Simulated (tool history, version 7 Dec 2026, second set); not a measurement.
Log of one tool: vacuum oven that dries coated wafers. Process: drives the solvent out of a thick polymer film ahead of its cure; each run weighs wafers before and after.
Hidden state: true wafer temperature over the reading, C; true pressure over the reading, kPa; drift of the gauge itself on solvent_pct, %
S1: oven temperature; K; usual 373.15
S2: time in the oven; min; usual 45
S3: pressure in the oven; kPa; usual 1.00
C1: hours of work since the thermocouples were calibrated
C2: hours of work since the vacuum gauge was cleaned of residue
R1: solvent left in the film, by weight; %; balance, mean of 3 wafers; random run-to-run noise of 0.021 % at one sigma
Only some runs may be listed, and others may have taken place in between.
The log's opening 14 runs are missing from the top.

Run 15, day 8.188: usual settings; C1 1010; C2 407. Result: R1 1.76 %.
Run 16, day 8.662: usual settings but S3 1.06 kPa; C1 1016; C2 413. Result: R1 1.82 %.
Run 17, day 9.400: usual settings but S2 48 min; C1 1025; C2 422. Result: R1 1.55 %.
Run 18, day 10.183: usual settings; C1 1035; C2 432. Result: R1 1.75 %.
Run 19, day 10.583: usual settings; C1 1040; C2 437. Result: R1 1.79 %.
Run 20, day 11.133: usual settings; C1 1047; C2 444. Result: R1 1.74 %.
Run 21, day 11.929: usual settings; C1 1056; C2 454. Result: R1 1.74 %.
Run 22, day 12.642: usual settings but S2 56 min, S3 3.34 kPa; C1 1065; C2 462. Result: R1 2.10 %.
Run 23, day 13.100: usual settings but S2 54 min, S3 1.63 kPa; C1 1071; C2 468. Result: R1 1.45 %.
Run 24, day 13.796: usual settings but S2 54 min, S3 1.63 kPa; C1 1079; C2 477. Result: R1 1.51 %.
Run 25, day 14.471: usual settings but S1 376.15 K, S2 36 min, S3 1.46 kPa; C1 1088; C2 485. Result: R1 2.14 %.
Run 26, day 14.888: usual settings but S1 374.15 K, S2 48 min, S3 0.93 kPa; C1 1093; C2 490. Result: R1 1.38 %.
Run 27, day 15.421: usual settings but S1 380.15 K, S2 77 min, S3 2.36 kPa; C1 1099; C2 496. Result: R1 0.83 %.
Run 28, day 16.125: usual settings but S1 370.15 K, S2 77 min, S3 2.36 kPa; C1 1108; C2 505. Result: R1 1.53 %.
Run 29, day 16.750: usual settings but S1 376.15 K, S2 44 min, S3 1.16 kPa; C1 1116; C2 513. Result: R1 1.39 %.

Run 30, settings as shown, results not yet in. Your forecast:
Run 30, day 17.325: usual settings but S1 369.15 K, S2 63 min, S3 3.33 kPa; C1 1123; C2 520. Result: R1 ?.

R1: 2.54 %
Had the tool carried no hidden state, the very same run would have given R1 2.55 %.
